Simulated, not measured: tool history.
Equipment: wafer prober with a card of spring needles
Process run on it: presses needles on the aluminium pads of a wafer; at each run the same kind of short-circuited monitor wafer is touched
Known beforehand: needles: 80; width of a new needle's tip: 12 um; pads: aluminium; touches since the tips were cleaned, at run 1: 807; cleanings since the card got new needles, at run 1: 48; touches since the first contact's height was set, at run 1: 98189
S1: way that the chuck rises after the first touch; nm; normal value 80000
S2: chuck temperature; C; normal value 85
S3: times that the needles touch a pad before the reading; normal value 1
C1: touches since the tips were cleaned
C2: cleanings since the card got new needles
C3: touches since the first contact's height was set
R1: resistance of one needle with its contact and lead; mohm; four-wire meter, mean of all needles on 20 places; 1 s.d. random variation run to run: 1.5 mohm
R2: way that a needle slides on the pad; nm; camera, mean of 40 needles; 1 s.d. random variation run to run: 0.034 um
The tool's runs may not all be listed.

run 1 hour=0.0 | S1=80000 S2=85 S3=1 | C1=807 C2=48 C3=98189 | R1=158 R2=11070
-- hour=3.8 tips cleaned on abrasive film
-- hour=9.9 tips cleaned on abrasive film
run 2 hour=10.5 | S1=80000 S2=85 S3=1 | C1=184 C2=50 C3=101741 | R1=143 R2=11040
-- hour=16.2 tips cleaned on abrasive film
-- hour=22.5 tips cleaned on abrasive film
-- hour=28.7 tips cleaned on abrasive film
-- hour=34.1 tips cleaned on abrasive film
run 3 hour=34.1 | S1=80000 S2=85 S3=1 | C1=0 C2=54 C3=109781 | R1=133 R2=11020
-- hour=40.2 tips cleaned on abrasive film
-- hour=46.1 tips cleaned on abrasive film
-- hour=46.4 height of the first contact set anew
run 4 hour=49.8 | S1=77000 S2=85 S3=1 | C1=1193 C2=56 C3=1193 | R1=167 R2=11090
-- hour=52.4 tips cleaned on abrasive film
-- hour=58.5 tips cleaned on abrasive film
run 5 hour=62.0 | S1=95000 S2=85 S3=1 | C1=1229 C2=58 C3=5351 | R1=157 R2=13590
-- hour=64.6 tips cleaned on abrasive film
-- hour=70.6 tips cleaned on abrasive film
run 6 hour=73.7 | S1=95000 S2=85 S3=1 | C1=1063 C2=60 C3=9318 | R1=153 R2=13560
-- hour=76.3 tips cleaned on abrasive film
-- hour=82.2 tips cleaned on abrasive film
-- hour=87.0 tips cleaned on abrasive film, once more
-- hour=93.2 tips cleaned on abrasive film
run 7 hour=93.9 | S1=95000 S2=85 S3=1 | C1=270 C2=64 C3=16190 | R1=141 R2=13540
-- hour=99.0 tips cleaned on abrasive film
-- hour=105.0 tips cleaned on abrasive film
-- hour=111.2 tips cleaned on abrasive film
-- hour=117.3 tips cleaned on abrasive film
run 8 hour=117.4 | S1=95000 S2=85 S3=1 | C1=32 C2=68 C3=24178 | R1=134 R2=13560
-- hour=123.6 tips cleaned on abrasive film
-- hour=129.6 tips cleaned on abrasive film
run 9 hour=132.7 | S1=95000 S2=85 S3=1 | C1=1063 C2=70 C3=29403 | R1=151 R2=13510
-- hour=135.2 tips cleaned on abrasive film
-- hour=141.2 tips cleaned on abrasive film
-- hour=147.5 tips cleaned on abrasive film
run 10 hour=148.3 | S1=72000 S2=85 S3=1 | C1=265 C2=73 C3=34687 | R1=144 R2=10230
-- hour=153.2 tips cleaned on abrasive film
-- hour=159.2 tips cleaned on abrasive film
-- hour=165.5 tips cleaned on abrasive film
-- hour=170.7 tips cleaned on abrasive film
run 11 hour=170.7 | S1=80000 S2=85 S3=2 | C1=0 C2=77 C3=42317 | R1=133 R2=11370
-- hour=176.4 tips cleaned on abrasive film
-- hour=182.5 tips cleaned on abrasive film
-- hour=188.8 tips cleaned on abrasive film
run 12 hour=191.2 | S1=80000 S2=85 S3=1 | C1=820 C2=80 C3=49292 | R1=159 R2=11250
-- hour=194.9 tips cleaned on abrasive film
-- hour=201.2 tips cleaned on abrasive film
-- hour=207.3 tips cleaned on abrasive film
run 13 hour=207.3 | S1=80000 S2=29 S3=1 | C1=0 C2=83 C3=54754 | R1=126 R2=11290
-- hour=213.5 tips cleaned on abrasive film
-- hour=219.8 tips cleaned on abrasive film
-- hour=226.1 tips cleaned on abrasive film
run 14 hour=227.7 | S1=93000 S2=85 S3=1 | C1=567 C2=86 C3=61733 | R1=147 R2=13130
-- hour=231.5 tips cleaned on abrasive film
-- hour=237.4 tips cleaned on abrasive film
-- hour=243.7 tips cleaned on abrasive film
run 15 hour=245.3 | S1=93000 S2=83 S3=1 | C1=546 C2=89 C3=67703 | R1=145 R2=13160
-- hour=249.1 tips cleaned on abrasive film
-- hour=255.1 tips cleaned on abrasive film
run 16 hour=256.2 | S1=93000 S2=83 S3=1 | C1=406 C2=91 C3=71426 | R1=144 R2=13100
-- hour=261.0 tips cleaned on abrasive film
-- hour=266.1 tips cleaned on abrasive film
run 17 hour=267.6 | S1=93000 S2=60 S3=2 | C1=521 C2=93 C3=75288 | R1=139 R2=12970
-- hour=271.4 tips cleaned on abrasive film
-- hour=277.7 tips cleaned on abrasive film
-- hour=283.7 tips cleaned on abrasive film
-- hour=289.2 tips cleaned on abrasive film
run 18 hour=289.2 | S1=93000 S2=60 S3=2 | C1=0 C2=97 C3=82635 | R1=128 R2=13060
-- hour=295.4 tips cleaned on abrasive film
-- hour=301.7 tips cleaned on abrasive film
-- hour=307.9 tips cleaned on abrasive film
run 19 hour=312.1 | S1=93000 S2=60 S3=2 | C1=1456 C2=100 C3=90442 | R1=143 R2=13010
-- hour=313.4 tips cleaned on abrasive film
-- hour=319.5 tips cleaned on abrasive film
-- hour=325.6 tips cleaned on abrasive film
-- hour=331.7 tips cleaned on abrasive film
run 20 hour=331.8 | S1=93000 S2=81 S3=2 | C1=45 C2=104 C3=97130 | R1=131 R2=13000
-- hour=336.9 tips cleaned on abrasive film
-- hour=342.7 tips cleaned on abrasive film
-- hour=349.0 tips cleaned on abrasive film
run 21 hour=351.8 | S1=80000 S2=38 S3=1 | C1=972 C2=107 C3=103947 | R1=155 R2=11130
-- hour=354.4 tips cleaned on abrasive film
-- hour=359.4 tips cleaned on abrasive film
-- hour=365.7 tips cleaned on abrasive film
run 22 hour=366.5 | S1=82000 S2=65 S3=1 | C1=270 C2=110 C3=108921 | R1=144 R2=11370
-- hour=371.4 tips cleaned on abrasive film
-- hour=377.6 tips cleaned on abrasive film
-- hour=381.5 height of the first contact set anew
run 23 hour=381.5 | S1=78000 S2=28 S3=2 | C1=1240 C2=112 C3=0 | R1=146 R2=11130

Run by run, hidden condition taken away, random variation retained:
Hidden state present: debris on the tips, nm; way that the needles fall short of the set height, um; tips' diameter, um; drift of the gauge itself on contact_mohm, %; drift of the gauge itself on scrub_um, %.
run=1 R1=133 R2=11440
run=2 R1=131 R2=11520
run=3 R1=131 R2=11530
run=4 R1=134 R2=11090
run=5 R1=133 R2=13600
run=6 R1=131 R2=13590
run=7 R1=131 R2=13600
run=8 R1=132 R2=13650
run=9 R1=129 R2=13610
run=10 R1=131 R2=10360
run=11 R1=131 R2=11530
run=12 R1=132 R2=11430
run=13 R1=120 R2=11500
run=14 R1=133 R2=13350
run=15 R1=131 R2=13410
run=16 R1=132 R2=13370
run=17 R1=129 R2=13250
run=18 R1=127 R2=13370
run=19 R1=127 R2=13340
run=20 R1=130 R2=13370
run=21 R1=123 R2=11520
run=22 R1=130 R2=11780
run=23 R1=122 R2=11130
